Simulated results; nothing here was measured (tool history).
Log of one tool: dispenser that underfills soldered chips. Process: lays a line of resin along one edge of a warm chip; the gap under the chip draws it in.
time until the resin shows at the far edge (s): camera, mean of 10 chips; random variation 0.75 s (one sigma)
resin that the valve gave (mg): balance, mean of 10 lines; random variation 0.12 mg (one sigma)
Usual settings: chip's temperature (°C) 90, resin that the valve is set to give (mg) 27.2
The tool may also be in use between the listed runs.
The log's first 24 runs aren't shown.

run    day  chip's temperature (°C)  resin that the valve is set to give (mg)  time until the resin shows at the far edge (s)  resin that the valve gave (mg)
 25  4.200                       77                                      31.9                                           136.0                           30.05
 26  4.317                      103                                      31.1                                            44.9                           29.14
 27  4.492                       90                                      27.0                                            88.0                           24.98
 28  4.721                       96                                      30.4                                            74.2                           28.19
     4.842  -- new syringe of resin
 29  4.892                      103                                      25.1                                            43.2                           23.11
 30  5.038                      103                                      25.1                                            46.5                           23.19
 31  5.246                       97                                      30.8                                            63.2                           28.38
 32  5.400                      104                                      27.6                                            51.8                           25.22
 33  5.596                      104                                      27.6                                            57.5                           25.28
     5.621  -- new syringe of resin
 34  5.838                      104                                      27.6                                            43.9                           25.37
 35  5.946                      104                                      27.6                                            46.7                           25.21
 36  6.154                      104                                      27.6                                            51.4                           25.21

Forecast each of these 4 alternatives for the next run:
     6.404  -- dispensing valve cleaned and set on the balance
     6.438  -- new syringe of resin
  A  6.442                      104                                      33.4                                               ?                               ?
     6.404  -- dispensing valve cleaned and set on the balance
     6.438  -- new syringe of resin
  B  6.442                      104                                      31.6                                               ?                               ?
     6.404  -- dispensing valve cleaned and set on the balance
     6.438  -- new syringe of resin
  C  6.442                       97                                      29.9                                               ?                               ?
     6.404  -- dispensing valve cleaned and set on the balance
     6.438  -- new syringe of resin
  D  6.442                       88                                      27.3                                               ?                               ?

run  time until the resin shows at the far edge (s)  resin that the valve gave (mg)
  A                                            39.2                           33.37
  B                                            39.5                           31.63
  C                                            53.7                           29.60
  D                                            80.1                           27.08
Without the tool's hidden state the same runs would have given:
run  time until the resin shows at the far edge (s)  resin that the valve gave (mg)
  A                                            37.2                           33.54
  B                                            37.4                           31.79
  C                                            50.8                           29.75
  D                                            75.6                           27.22
